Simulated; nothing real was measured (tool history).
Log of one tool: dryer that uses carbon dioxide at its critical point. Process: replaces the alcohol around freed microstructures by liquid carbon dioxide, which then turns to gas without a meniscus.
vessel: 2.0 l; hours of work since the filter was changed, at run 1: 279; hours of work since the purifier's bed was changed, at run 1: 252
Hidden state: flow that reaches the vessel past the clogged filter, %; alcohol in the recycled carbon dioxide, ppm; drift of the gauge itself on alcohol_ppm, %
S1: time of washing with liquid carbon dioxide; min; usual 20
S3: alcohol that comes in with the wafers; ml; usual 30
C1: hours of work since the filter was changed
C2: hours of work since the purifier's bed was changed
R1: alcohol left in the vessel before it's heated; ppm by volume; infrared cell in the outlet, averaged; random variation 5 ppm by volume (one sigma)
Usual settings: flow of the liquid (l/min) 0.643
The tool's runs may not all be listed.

{"run": 1, "day": 0.0, "S1": 20, "flow of the liquid (l/min)": 0.643, "S3": 30, "C1": 279, "C2": 252, "R1": 109}
{"run": 2, "day": 0.417, "S1": 20, "flow of the liquid (l/min)": 0.643, "S3": 30, "C1": 285, "C2": 258, "R1": 111}
{"run": 3, "day": 0.833, "S1": 20, "flow of the liquid (l/min)": 0.736, "S3": 30, "C1": 290, "C2": 263, "R1": 64}
{"run": 4, "day": 1.233, "S1": 20, "flow of the liquid (l/min)": 0.736, "S3": 30, "C1": 295, "C2": 269, "R1": 61}
{"run": 5, "day": 1.558, "S1": 20, "flow of the liquid (l/min)": 0.643, "S3": 30, "C1": 300, "C2": 273, "R1": 111}
{"run": 6, "day": 1.796, "S1": 20, "flow of the liquid (l/min)": 0.643, "S3": 30, "C1": 303, "C2": 276, "R1": 113}
{"run": 7, "day": 2.071, "S1": 20, "flow of the liquid (l/min)": 0.643, "S3": 23, "C1": 306, "C2": 280, "R1": 94}
{"day": 2.392, "done": "inlet filter changed"}
{"run": 8, "day": 2.562, "S1": 20, "flow of the liquid (l/min)": 0.584, "S3": 23, "C1": 2, "C2": 285, "R1": 71}
{"run": 9, "day": 2.879, "S1": 20, "flow of the liquid (l/min)": 0.643, "S3": 30, "C1": 6, "C2": 290, "R1": 68}
{"run": 10, "day": 3.192, "S1": 20, "flow of the liquid (l/min)": 0.643, "S3": 30, "C1": 10, "C2": 294, "R1": 59}
{"run": 11, "day": 3.683, "S1": 20, "flow of the liquid (l/min)": 0.643, "S3": 30, "C1": 17, "C2": 300, "R1": 62}
{"run": 12, "day": 4.029, "S1": 20, "flow of the liquid (l/min)": 0.643, "S3": 30, "C1": 21, "C2": 305, "R1": 66}
{"run": 13, "day": 4.45, "S1": 20, "flow of the liquid (l/min)": 0.643, "S3": 30, "C1": 27, "C2": 310, "R1": 60}
{"run": 14, "day": 4.8, "S1": 20, "flow of the liquid (l/min)": 0.643, "S3": 30, "C1": 31, "C2": 315, "R1": 64}
{"run": 15, "day": 5.171, "S1": 20, "flow of the liquid (l/min)": 0.643, "S3": 100, "C1": 36, "C2": 319, "R1": 170}
{"run": 16, "day": 5.379, "S1": 27, "flow of the liquid (l/min)": 0.643, "S3": 30, "C1": 39, "C2": 322, "R1": 28}
{"run": 17, "day": 5.638, "S1": 27, "flow of the liquid (l/min)": 0.643, "S3": 30, "C1": 42, "C2": 326, "R1": 19}
{"run": 18, "day": 6.092, "S1": 20, "flow of the liquid (l/min)": 0.703, "S3": 84, "C1": 48, "C2": 332, "R1": 88}
{"run": 19, "day": 6.388, "S1": 16, "flow of the liquid (l/min)": 0.391, "S3": 109, "C1": 52, "C2": 335, "R1": 3204}
{"run": 20, "day": 6.733, "S1": 14, "flow of the liquid (l/min)": 0.575, "S3": 29, "C1": 57, "C2": 340, "R1": 421}
{"run": 21, "day": 7.042, "S1": 20, "flow of the liquid (l/min)": 0.949, "S3": 33, "C1": 61, "C2": 344, "R1": 29}
{"run": 22, "day": 7.438, "S1": 20, "flow of the liquid (l/min)": 0.949, "S3": 33, "C1": 66, "C2": 349, "R1": 22}
{"run": 23, "day": 7.725, "S1": 21, "flow of the liquid (l/min)": 0.859, "S3": 30, "C1": 70, "C2": 353, "R1": 16}
{"run": 24, "day": 8.188, "S1": 21, "flow of the liquid (l/min)": 0.859, "S3": 30, "C1": 76, "C2": 359, "R1": 22}
{"run": 25, "day": 8.558, "S1": 23, "flow of the liquid (l/min)": 0.704, "S3": 30, "C1": 81, "C2": 364, "R1": 37}
{"run": 26, "day": 8.808, "S1": 23, "flow of the liquid (l/min)": 0.391, "S3": 43, "C1": 84, "C2": 367, "R1": 434}
{"run": 27, "day": 9.308, "S1": 23, "flow of the liquid (l/min)": 0.391, "S3": 43, "C1": 90, "C2": 374, "R1": 431}
{"run": 28, "day": 9.525, "S1": 23, "flow of the liquid (l/min)": 0.391, "S3": 43, "C1": 93, "C2": 376, "R1": 426}
{"run": 29, "day": 9.9, "S1": 20, "flow of the liquid (l/min)": 1.055, "S3": 109, "C1": 98, "C2": 381, "R1": 21}
{"run": 30, "day": 10.208, "S1": 20, "flow of the liquid (l/min)": 1.055, "S3": 109, "C1": 102, "C2": 385, "R1": 28}
{"run": 31, "day": 10.604, "S1": 20, "flow of the liquid (l/min)": 1.055, "S3": 28, "C1": 107, "C2": 390, "R1": 24}
{"run": 32, "day": 10.896, "S1": 20, "flow of the liquid (l/min)": 1.055, "S3": 76, "C1": 111, "C2": 394, "R1": 20}
{"run": 33, "day": 11.396, "S1": 20, "flow of the liquid (l/min)": 0.888, "S3": 23, "C1": 118, "C2": 401, "R1": 18}
{"run": 34, "day": 11.712, "S1": 20, "flow of the liquid (l/min)": 0.475, "S3": 27, "C1": 122, "C2": 405, "R1": 244}

5 ways to go on from here, each from the tool as it stands after run 34. What would each give?
{"run": "A", "day": 12.162, "S1": 15, "flow of the liquid (l/min)": 0.998, "S3": 48, "C1": 128, "C2": 411, "R1": "?"}
{"run": "B", "day": 12.162, "S1": 13, "flow of the liquid (l/min)": 0.89, "S3": 28, "C1": 128, "C2": 411, "R1": "?"}
{"run": "C", "day": 12.162, "S1": 19, "flow of the liquid (l/min)": 0.415, "S3": 49, "C1": 128, "C2": 411, "R1": "?"}
{"run": "D", "day": 12.162, "S1": 14, "flow of the liquid (l/min)": 0.643, "S3": 109, "C1": 128, "C2": 411, "R1": "?"}
{"run": "E", "day": 12.162, "S1": 20, "flow of the liquid (l/min)": 0.475, "S3": 21, "C1": 128, "C2": 411, "R1": "?"}

run=A R1=62
run=B R1=127
run=C R1=853
run=D R1=1131
run=E R1=182
Without the tool's hidden state the same runs would have given:
run=A R1=29
run=B R1=79
run=C R1=653
run=D R1=840
run=E R1=119

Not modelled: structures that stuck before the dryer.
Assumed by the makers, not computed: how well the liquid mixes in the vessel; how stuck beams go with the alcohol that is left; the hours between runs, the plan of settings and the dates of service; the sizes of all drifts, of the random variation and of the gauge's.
